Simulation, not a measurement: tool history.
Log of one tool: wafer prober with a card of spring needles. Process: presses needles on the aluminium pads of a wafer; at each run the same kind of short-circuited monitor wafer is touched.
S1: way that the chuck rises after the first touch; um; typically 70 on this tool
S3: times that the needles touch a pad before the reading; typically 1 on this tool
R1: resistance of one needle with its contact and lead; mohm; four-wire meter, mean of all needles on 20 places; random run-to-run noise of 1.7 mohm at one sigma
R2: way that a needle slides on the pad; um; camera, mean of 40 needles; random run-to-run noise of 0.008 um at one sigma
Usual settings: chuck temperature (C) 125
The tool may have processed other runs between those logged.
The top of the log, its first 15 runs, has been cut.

At day 7.450: tips cleaned on abrasive film.
Run 16, day 7.858: usual settings. Result: R1 226 mohm, R2 14.783 um.
Run 17, day 8.317: usual settings but chuck temperature (C) 75. Result: R1 218 mohm, R2 14.773 um.
At day 8.925: tips cleaned on abrasive film.
Run 18, day 9.038: usual settings but S3 2. Result: R1 217 mohm, R2 14.763 um.
Run 19, day 9.571: usual settings but S1 57 um. Result: R1 233 mohm, R2 12.012 um.
Run 20, day 10.329: usual settings but S1 65 um. Result: R1 235 mohm, R2 13.717 um.
At day 10.412: tips cleaned on abrasive film.
Run 21, day 11.038: usual settings but S1 73 um, chuck temperature (C) 32. Result: R1 204 mohm, R2 15.386 um.
Run 22, day 11.562: usual settings but S1 84 um, chuck temperature (C) 98, S3 2. Result: R1 213 mohm, R2 17.735 um.
At day 11.938: tips cleaned on abrasive film.
Run 23, day 11.938: usual settings but S1 84 um, chuck temperature (C) 98, S3 2. Result: R1 205 mohm, R2 17.716 um.
Run 24, day 12.254: usual settings but S1 81 um, chuck temperature (C) 98, S3 2. Result: R1 208 mohm, R2 17.073 um.
Run 25, day 12.754: usual settings but S1 81 um, chuck temperature (C) 98, S3 2. Result: R1 213 mohm, R2 17.073 um.
At day 13.450: tips cleaned on abrasive film.
Run 26, day 13.450: usual settings but S1 81 um, chuck temperature (C) 84, S3 2. Result: R1 205 mohm, R2 17.070 um.
Run 27, day 14.142: usual settings but S1 81 um, chuck temperature (C) 84, S3 2. Result: R1 211 mohm, R2 17.060 um.
Run 28, day 14.567: usual settings but S1 68 um. Result: R1 229 mohm, R2 14.323 um.
At day 14.946: tips cleaned on abrasive film.
Run 29, day 15.333: usual settings but S1 68 um. Result: R1 222 mohm, R2 14.292 um.
Run 30, day 15.829: usual settings but S1 63 um. Result: R1 233 mohm, R2 13.242 um.
Run 31, day 16.408: usual settings but S1 63 um. Result: R1 239 mohm, R2 13.243 um.
At day 16.479: tips cleaned on abrasive film.
Run 32, day 16.771: usual settings but S1 63 um. Result: R1 222 mohm, R2 13.231 um.
Run 33, day 17.100: usual settings but S1 60 um, chuck temperature (C) 49, S3 2. Result: R1 210 mohm, R2 12.622 um.

Run 34 has not been measured yet. What should we expect?
Run 34, day 17.538: usual settings but S1 87 um, chuck temperature (C) 49, S3 2. Result: R1 ?, R2 ?.

R1: 202 mohm
R2: 18.313 um
The same run, on a tool lacking any hidden state, would have yielded R1 193 mohm, R2 18.396 um.
